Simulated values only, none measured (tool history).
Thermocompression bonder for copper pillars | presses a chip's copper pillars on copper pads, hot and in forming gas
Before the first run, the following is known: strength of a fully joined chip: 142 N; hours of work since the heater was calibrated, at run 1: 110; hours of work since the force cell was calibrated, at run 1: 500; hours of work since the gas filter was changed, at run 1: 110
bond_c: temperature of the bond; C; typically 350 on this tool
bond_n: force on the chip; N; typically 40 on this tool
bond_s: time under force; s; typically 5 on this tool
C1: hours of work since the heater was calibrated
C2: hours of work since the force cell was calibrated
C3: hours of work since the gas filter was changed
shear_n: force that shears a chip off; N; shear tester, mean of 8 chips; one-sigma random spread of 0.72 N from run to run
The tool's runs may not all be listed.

{"run": 1, "hour": 0.0, "bond_c": 350, "bond_n": 40, "bond_s": 5, "C1": 110, "C2": 500, "C3": 110, "shear_n": 84.0}
{"hour": 18.3, "done": "forming gas filter changed"}
{"run": 2, "hour": 32.5, "bond_c": 350, "bond_n": 40, "bond_s": 5, "C1": 132, "C2": 522, "C3": 10, "shear_n": 87.1}
{"run": 3, "hour": 93.2, "bond_c": 350, "bond_n": 40, "bond_s": 5, "C1": 174, "C2": 564, "C3": 52, "shear_n": 86.2}
{"run": 4, "hour": 131.4, "bond_c": 350, "bond_n": 37, "bond_s": 5, "C1": 200, "C2": 591, "C3": 78, "shear_n": 80.5}
{"run": 5, "hour": 186.8, "bond_c": 350, "bond_n": 37, "bond_s": 5, "C1": 239, "C2": 629, "C3": 117, "shear_n": 80.0}
{"hour": 192.4, "done": "forming gas filter changed"}
{"run": 6, "hour": 223.3, "bond_c": 350, "bond_n": 37, "bond_s": 5, "C1": 263, "C2": 654, "C3": 21, "shear_n": 82.8}
{"run": 7, "hour": 277.9, "bond_c": 350, "bond_n": 40, "bond_s": 5, "C1": 301, "C2": 692, "C3": 59, "shear_n": 86.6}
{"run": 8, "hour": 331.7, "bond_c": 350, "bond_n": 40, "bond_s": 7, "C1": 339, "C2": 729, "C3": 97, "shear_n": 93.9}
{"hour": 364.6, "done": "forming gas filter changed"}
{"run": 9, "hour": 387.7, "bond_c": 350, "bond_n": 40, "bond_s": 7, "C1": 377, "C2": 767, "C3": 16, "shear_n": 98.1}
{"run": 10, "hour": 443.5, "bond_c": 338, "bond_n": 40, "bond_s": 7, "C1": 416, "C2": 806, "C3": 55, "shear_n": 87.6}
{"run": 11, "hour": 499.6, "bond_c": 350, "bond_n": 27, "bond_s": 4, "C1": 455, "C2": 845, "C3": 94, "shear_n": 56.5}
{"hour": 537.0, "done": "forming gas filter changed"}
{"run": 12, "hour": 568.4, "bond_c": 350, "bond_n": 27, "bond_s": 4, "C1": 502, "C2": 892, "C3": 22, "shear_n": 59.3}
{"run": 13, "hour": 618.6, "bond_c": 350, "bond_n": 27, "bond_s": 4, "C1": 537, "C2": 927, "C3": 57, "shear_n": 59.4}
{"run": 14, "hour": 667.7, "bond_c": 372, "bond_n": 44, "bond_s": 12, "C1": 571, "C2": 961, "C3": 90, "shear_n": 124.4}
{"hour": 712.8, "done": "forming gas filter changed"}
{"run": 15, "hour": 735.4, "bond_c": 379, "bond_n": 52, "bond_s": 10, "C1": 617, "C2": 1008, "C3": 16, "shear_n": 134.5}
{"run": 16, "hour": 783.0, "bond_c": 379, "bond_n": 52, "bond_s": 10, "C1": 650, "C2": 1041, "C3": 49, "shear_n": 133.6}
{"run": 17, "hour": 846.9, "bond_c": 350, "bond_n": 30, "bond_s": 5, "C1": 694, "C2": 1085, "C3": 93, "shear_n": 72.0}
{"run": 18, "hour": 876.1, "bond_c": 356, "bond_n": 25, "bond_s": 4, "C1": 715, "C2": 1105, "C3": 113, "shear_n": 58.7}
{"hour": 887.9, "done": "forming gas filter changed"}
{"run": 19, "hour": 918.0, "bond_c": 341, "bond_n": 33, "bond_s": 4, "C1": 743, "C2": 1134, "C3": 21, "shear_n": 68.3}

Below are 4 alternative next runs, each starting from the tool's condition after run 19. Predict each:
{"run": "A", "hour": 946.0, "bond_c": 350, "bond_n": 40, "bond_s": 8, "C1": 763, "C2": 1153, "C3": 40, "shear_n": "?"}
{"run": "B", "hour": 946.0, "bond_c": 347, "bond_n": 40, "bond_s": 7, "C1": 763, "C2": 1153, "C3": 40, "shear_n": "?"}
{"run": "C", "hour": 946.0, "bond_c": 349, "bond_n": 45, "bond_s": 12, "C1": 763, "C2": 1153, "C3": 40, "shear_n": "?"}
{"run": "D", "hour": 946.0, "bond_c": 377, "bond_n": 55, "bond_s": 4, "C1": 763, "C2": 1153, "C3": 40, "shear_n": "?"}

run=A shear_n=102.6
run=B shear_n=98.2
run=C shear_n=118.0
run=D shear_n=120.6
What these runs would have given with no unlogged condition in the tool:
run=A shear_n=97.7
run=B shear_n=92.9
run=C shear_n=114.2
run=D shear_n=117.5
